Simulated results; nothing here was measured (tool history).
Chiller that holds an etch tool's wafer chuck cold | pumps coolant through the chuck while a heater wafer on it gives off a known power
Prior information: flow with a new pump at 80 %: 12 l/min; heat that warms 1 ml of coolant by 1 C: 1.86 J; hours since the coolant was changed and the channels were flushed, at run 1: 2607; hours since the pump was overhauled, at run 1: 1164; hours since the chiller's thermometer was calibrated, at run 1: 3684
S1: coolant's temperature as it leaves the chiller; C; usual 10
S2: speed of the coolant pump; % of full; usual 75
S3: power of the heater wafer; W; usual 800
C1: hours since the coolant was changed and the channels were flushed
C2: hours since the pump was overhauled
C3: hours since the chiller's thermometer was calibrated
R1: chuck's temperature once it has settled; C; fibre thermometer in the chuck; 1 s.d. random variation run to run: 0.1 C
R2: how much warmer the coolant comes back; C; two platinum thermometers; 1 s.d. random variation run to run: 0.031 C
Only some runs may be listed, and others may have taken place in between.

{"run": 1, "hour": 0.0, "S1": 10, "S2": 75, "S3": 800, "C1": 2607, "C2": 1164, "C3": 3684, "R1": 15.8, "R2": 2.42}
{"run": 2, "hour": 14.9, "S1": 10, "S2": 75, "S3": 800, "C1": 2622, "C2": 1179, "C3": 3699, "R1": 15.8, "R2": 2.4}
{"run": 3, "hour": 31.2, "S1": 10, "S2": 75, "S3": 800, "C1": 2638, "C2": 1196, "C3": 3715, "R1": 15.9, "R2": 2.39}
{"run": 4, "hour": 49.6, "S1": 10, "S2": 75, "S3": 800, "C1": 2657, "C2": 1214, "C3": 3734, "R1": 15.9, "R2": 2.4}
{"run": 5, "hour": 77.6, "S1": 10, "S2": 82, "S3": 800, "C1": 2685, "C2": 1242, "C3": 3762, "R1": 15.5, "R2": 2.12}
{"run": 6, "hour": 95.4, "S1": 10, "S2": 75, "S3": 419, "C1": 2703, "C2": 1260, "C3": 3779, "R1": 13.2, "R2": 1.29}
{"run": 7, "hour": 125.3, "S1": 10, "S2": 75, "S3": 419, "C1": 2733, "C2": 1290, "C3": 3809, "R1": 13.3, "R2": 1.27}
{"run": 8, "hour": 145.9, "S1": 10, "S2": 75, "S3": 419, "C1": 2753, "C2": 1310, "C3": 3830, "R1": 13.2, "R2": 1.28}
{"run": 9, "hour": 171.2, "S1": 10, "S2": 84, "S3": 800, "C1": 2778, "C2": 1336, "C3": 3855, "R1": 15.7, "R2": 2.1}
{"run": 10, "hour": 197.8, "S1": 10, "S2": 75, "S3": 547, "C1": 2805, "C2": 1362, "C3": 3882, "R1": 14, "R2": 1.62}
{"run": 11, "hour": 224.4, "S1": 10, "S2": 75, "S3": 547, "C1": 2832, "C2": 1389, "C3": 3908, "R1": 14.2, "R2": 1.64}
{"run": 12, "hour": 243.5, "S1": 10, "S2": 75, "S3": 547, "C1": 2851, "C2": 1408, "C3": 3927, "R1": 14.1, "R2": 1.58}
{"run": 13, "hour": 257.1, "S1": 10, "S2": 75, "S3": 800, "C1": 2864, "C2": 1422, "C3": 3941, "R1": 15.9, "R2": 2.3}
{"run": 14, "hour": 273.0, "S1": 10, "S2": 75, "S3": 800, "C1": 2880, "C2": 1437, "C3": 3957, "R1": 16, "R2": 2.39}
{"run": 15, "hour": 294.8, "S1": 10, "S2": 75, "S3": 800, "C1": 2902, "C2": 1459, "C3": 3979, "R1": 15.7, "R2": 2.39}
{"run": 16, "hour": 309.9, "S1": 10, "S2": 63, "S3": 800, "C1": 2917, "C2": 1474, "C3": 3994, "R1": 16.6, "R2": 2.93}
{"run": 17, "hour": 323.5, "S1": 10, "S2": 63, "S3": 800, "C1": 2931, "C2": 1488, "C3": 4008, "R1": 16.7, "R2": 2.89}
{"run": 18, "hour": 350.8, "S1": 10, "S2": 63, "S3": 800, "C1": 2958, "C2": 1515, "C3": 4035, "R1": 16.6, "R2": 2.9}
{"run": 19, "hour": 366.8, "S1": 18, "S2": 67, "S3": 953, "C1": 2974, "C2": 1531, "C3": 4051, "R1": 25.3, "R2": 3.23}
{"run": 20, "hour": 384.3, "S1": 18, "S2": 67, "S3": 953, "C1": 2992, "C2": 1549, "C3": 4068, "R1": 25.5, "R2": 3.23}
{"run": 21, "hour": 411.9, "S1": 12, "S2": 95, "S3": 712, "C1": 3019, "C2": 1576, "C3": 4096, "R1": 16.6, "R2": 1.64}
{"run": 22, "hour": 430.6, "S1": 12, "S2": 95, "S3": 712, "C1": 3038, "C2": 1595, "C3": 4115, "R1": 16.5, "R2": 1.58}
{"run": 23, "hour": 446.5, "S1": 14, "S2": 72, "S3": 712, "C1": 3054, "C2": 1611, "C3": 4131, "R1": 19.5, "R2": 2.22}
{"run": 24, "hour": 473.1, "S1": 4, "S2": 72, "S3": 492, "C1": 3080, "C2": 1638, "C3": 4157, "R1": 7.8, "R2": 1.51}
{"run": 25, "hour": 502.9, "S1": 4, "S2": 72, "S3": 492, "C1": 3110, "C2": 1667, "C3": 4187, "R1": 8, "R2": 1.53}
{"run": 26, "hour": 518.0, "S1": 10, "S2": 69, "S3": 800, "C1": 3125, "C2": 1682, "C3": 4202, "R1": 16, "R2": 2.63}
{"run": 27, "hour": 545.0, "S1": 14, "S2": 68, "S3": 800, "C1": 3152, "C2": 1709, "C3": 4229, "R1": 20.4, "R2": 2.68}
{"run": 28, "hour": 570.3, "S1": 14, "S2": 68, "S3": 800, "C1": 3178, "C2": 1735, "C3": 4254, "R1": 20.4, "R2": 2.65}
{"run": 29, "hour": 600.2, "S1": 14, "S2": 68, "S3": 800, "C1": 3207, "C2": 1765, "C3": 4284, "R1": 20.2, "R2": 2.68}
{"run": 30, "hour": 621.8, "S1": 6, "S2": 71, "S3": 800, "C1": 3229, "C2": 1786, "C3": 4306, "R1": 12.2, "R2": 2.54}
{"run": 31, "hour": 635.9, "S1": 6, "S2": 71, "S3": 800, "C1": 3243, "C2": 1800, "C3": 4320, "R1": 12.3, "R2": 2.56}

Hidden state or all else? Some run-to-run changes of R1, split into what the settings, what came in and random variation would give without the hidden state, and what is left for the hidden state (with any gauge scatter that isn't in both results):
The tool's hidden condition here consists of: heat passed by the chuck's channels, % of clean ones'; flow at a given pump speed, % of a new pump's; coolant's true temperature over the reading, C; drift of the gauge itself on chuck_c, C; drift of the gauge itself on warmer_back_c, C.
Run 8 -> 9: S2 75 -> 84, S3 419 -> 800. R1 +2.5 C: hidden state +0.2, all else +2.3.
Run 18 -> 19: S1 10 -> 18, S2 63 -> 67, S3 800 -> 953. R1 +8.7 C: hidden state +0, all else +8.7.
Run 20 -> 21: S1 18 -> 12, S2 67 -> 95, S3 953 -> 712. R1 -8.9 C: hidden state -0.2, all else -8.7.
Run 23 -> 24: S1 14 -> 4, S3 712 -> 492. R1 -11.7 C: hidden state -0.1, all else -11.6.
Run 25 -> 26: S1 4 -> 10, S2 72 -> 69, S3 492 -> 800. R1 +8 C: hidden state +0.2, all else +7.8.

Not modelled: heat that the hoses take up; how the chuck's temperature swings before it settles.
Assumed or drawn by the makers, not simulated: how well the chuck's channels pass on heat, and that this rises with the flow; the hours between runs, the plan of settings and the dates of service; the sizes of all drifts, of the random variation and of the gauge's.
